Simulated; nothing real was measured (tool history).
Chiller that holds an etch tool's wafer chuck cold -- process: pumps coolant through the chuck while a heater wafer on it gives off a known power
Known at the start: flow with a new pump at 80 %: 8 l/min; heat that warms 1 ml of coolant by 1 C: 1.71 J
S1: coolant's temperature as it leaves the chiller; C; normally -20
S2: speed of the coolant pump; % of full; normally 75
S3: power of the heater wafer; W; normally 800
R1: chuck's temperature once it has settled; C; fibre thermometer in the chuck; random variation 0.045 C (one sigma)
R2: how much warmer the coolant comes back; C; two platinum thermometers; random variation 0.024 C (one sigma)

Run 1, hour 0: usual settings. Result: R1 -13.38 C, R2 3.95 C.
Run 2, hour 201.4: usual settings. Result: R1 -13.36 C, R2 3.95 C.
Run 3, hour 409: usual settings. Result: R1 -13.22 C, R2 3.95 C.
Run 4, hour 508.4: usual settings. Result: R1 -13.26 C, R2 3.94 C.
Run 5, hour 699.6: usual settings. Result: R1 -13.22 C, R2 4.03 C.
Run 6, hour 898.8: usual settings but S2 86 % of full. Result: R1 -13.86 C, R2 3.43 C.
Run 7, hour 1093.2: usual settings. Result: R1 -13.13 C, R2 4.02 C.
Run 8, hour 1258.1: usual settings but S1 -13 C. Result: R1 -6.19 C, R2 4.05 C.
Run 9, hour 1396.2: usual settings. Result: R1 -13.09 C, R2 4.07 C.
Run 10, hour 1519.5: usual settings but S3 774 W. Result: R1 -13.19 C, R2 3.96 C.
At hour 1558.8: coolant changed, channels flushed.
Run 11, hour 1627.7: usual settings but S1 -21 C. Result: R1 -14.81 C, R2 4.06 C.
Run 12, hour 1826.5: usual settings but S1 -21 C. Result: R1 -14.75 C, R2 4.1 C.
Run 13, hour 1926.3: usual settings but S1 -21 C. Result: R1 -14.68 C, R2 4.08 C.
Run 14, hour 2108.5: usual settings. Result: R1 -13.79 C, R2 4.1 C.
Run 15, hour 2318: usual settings but S2 83 % of full. Result: R1 -14.21 C, R2 3.73 C.
Run 16, hour 2405.4: usual settings but S2 83 % of full, S3 441 W. Result: R1 -17.01 C, R2 2.07 C.
Run 17, hour 2521.5: usual settings but S2 77 % of full, S3 1111 W. Result: R1 -11.28 C, R2 5.65 C.
Run 18, hour 2703: usual settings but S2 77 % of full, S3 1111 W. Result: R1 -11.11 C, R2 5.59 C.
Run 19, hour 2814.4: usual settings but S2 77 % of full, S3 1111 W. Result: R1 -11.16 C, R2 5.66 C.
At hour 2883.2: coolant pump overhauled.
Run 20, hour 2976.7: usual settings but S2 86 % of full, S3 460 W. Result: R1 -17.26 C, R2 1.85 C.
Run 21, hour 3165.5: usual settings but S2 86 % of full, S3 460 W. Result: R1 -17.22 C, R2 1.9 C.
Run 22, hour 3277.6: usual settings but S1 -17 C, S2 95 % of full, S3 1050 W. Result: R1 -10.45 C, R2 3.89 C.
Run 23, hour 3474.7: usual settings but S1 -12 C, S2 74 % of full. Result: R1 -6.03 C, R2 3.84 C.
At hour 3546.2: chiller's thermometer calibrated.
Run 24, hour 3594.4: usual settings but S1 -19 C, S2 95 % of full, S3 519 W. Result: R1 -15.42 C, R2 1.92 C.
Run 25, hour 3784: usual settings but S1 -14 C, S2 100 % of full, S3 583 W. Result: R1 -10.07 C, R2 2.08 C.
Run 26, hour 3937.8: usual settings but S1 -16 C, S2 93 % of full, S3 1032 W. Result: R1 -8.7 C, R2 3.97 C.
Run 27, hour 4034.1: usual settings but S1 -12 C, S2 81 % of full, S3 1103 W. Result: R1 -3.19 C, R2 4.88 C.
Run 28, hour 4230.1: usual settings but S1 -11 C, S2 79 % of full, S3 819 W. Result: R1 -4.34 C, R2 3.78 C.
Run 29, hour 4322.2: usual settings but S3 1076 W. Result: R1 -10.83 C, R2 5.2 C.
Run 30, hour 4528.6: usual settings but S1 -21 C, S2 93 % of full, S3 1076 W. Result: R1 -13.2 C, R2 4.21 C.
Run 31, hour 4658.1: usual settings but S1 -10 C, S3 1081 W. Result: R1 -0.76 C, R2 5.27 C.

Forecast each of these 3 alternatives for the next run:
Run A, hour 4786.5: usual settings but S1 -12 C, S2 85 % of full, S3 1081 W. Result: R1 ?, R2 ?.
Run B, hour 4786.5: usual settings but S1 -26 C, S2 96 % of full, S3 451 W. Result: R1 ?, R2 ?.
Run C, hour 4786.5: usual settings but S1 -12 C, S3 1081 W. Result: R1 ?, R2 ?.

run      R1    R2
  A   -3.51  4.58
  B  -22.88  1.75
  C   -2.71  5.28
Take away the tool's hidden state, keep each run's random variation, and the runs would have read:
run      R1    R2
  A   -4.42  4.39
  B  -23.11  1.68
  C   -3.69  5.06

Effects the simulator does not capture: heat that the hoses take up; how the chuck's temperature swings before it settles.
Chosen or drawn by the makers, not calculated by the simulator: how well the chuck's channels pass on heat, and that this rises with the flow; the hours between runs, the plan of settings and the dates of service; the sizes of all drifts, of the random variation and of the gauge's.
